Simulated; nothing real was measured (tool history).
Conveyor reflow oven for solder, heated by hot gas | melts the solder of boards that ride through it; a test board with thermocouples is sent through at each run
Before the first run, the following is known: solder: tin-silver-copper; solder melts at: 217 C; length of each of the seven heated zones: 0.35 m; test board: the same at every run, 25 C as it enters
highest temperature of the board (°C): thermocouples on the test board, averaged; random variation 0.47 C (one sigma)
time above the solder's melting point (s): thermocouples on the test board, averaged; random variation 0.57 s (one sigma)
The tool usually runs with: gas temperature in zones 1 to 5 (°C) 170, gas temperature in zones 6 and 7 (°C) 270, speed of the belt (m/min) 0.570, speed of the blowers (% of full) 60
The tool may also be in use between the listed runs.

run,hour,gas temperature in zones 1 to 5 (°C),gas temperature in zones 6 and 7 (°C),speed of the belt (m/min),speed of the blowers (% of full),highest temperature of the board (°C),time above the solder's melting point (s)
1,0.0,170,270,0.570,60,245.0,46.0
2,15.9,170,270,0.570,60,245.3,45.5
3,48.5,170,269,0.570,60,244.7,45.6
4,72.5,170,269,0.570,60,244.1,46.2
5,92.5,176,270,0.570,60,246.1,48.8
6,113.9,176,270,0.570,60,246.3,49.1
7,130.4,176,270,0.570,60,246.1,49.4
8,145.3,170,270,0.570,60,244.9,46.4
9,179.1,170,270,0.570,60,245.4,46.6
10,207.9,170,270,0.570,60,245.7,45.6
11,234.0,170,270,0.570,60,244.9,45.7
12,267.8,170,270,0.570,60,245.5,46.0
13,303.0,170,270,0.570,60,244.9,45.5
14,323.2,170,270,0.570,60,244.8,46.8
15,340.6,170,270,0.570,60,244.7,45.6
16,374.3,170,267,0.570,86,249.5,50.7
17,408.7,162,267,0.678,61,233.4,24.4
18,424.1,162,267,0.678,61,233.6,24.4
19,443.4,162,272,0.538,60,246.6,48.1
20,459.7,162,272,0.538,60,247.1,47.9
21,482.2,181,266,0.549,79,250.1,56.6
22,515.6,180,279,0.577,72,257.8,59.0
23,551.6,176,262,0.557,60,241.1,45.4
24,577.3,176,284,0.557,63,259.4,60.4
25,600.3,176,270,0.603,60,245.1,43.5
26,616.4,170,270,0.609,60,241.7,40.0
27,636.7,157,270,0.507,81,252.8,55.0
28,668.7,163,270,0.515,67,249.4,54.4
29,683.3,184,270,0.679,68,244.2,40.6
30,705.3,174,259,0.679,55,229.1,20.9

Missing from the log above: 2 entries noted between runs. For each, name the pair of listed runs it sits between and say how the tool's hidden condition differs from the listed run just before to the listed run just after:
Runs 3 to 4: belt drive overhauled, speed set with a stopwatch (hour 54.4)
  belt's true speed, % of the reading: 99.93 -> 100
Runs 11 to 12: flux residue cleaned out of gas plates and filters (hour 267.8)
  heat that the gas passes to the board, % of a clean oven's: 99.6 -> 100

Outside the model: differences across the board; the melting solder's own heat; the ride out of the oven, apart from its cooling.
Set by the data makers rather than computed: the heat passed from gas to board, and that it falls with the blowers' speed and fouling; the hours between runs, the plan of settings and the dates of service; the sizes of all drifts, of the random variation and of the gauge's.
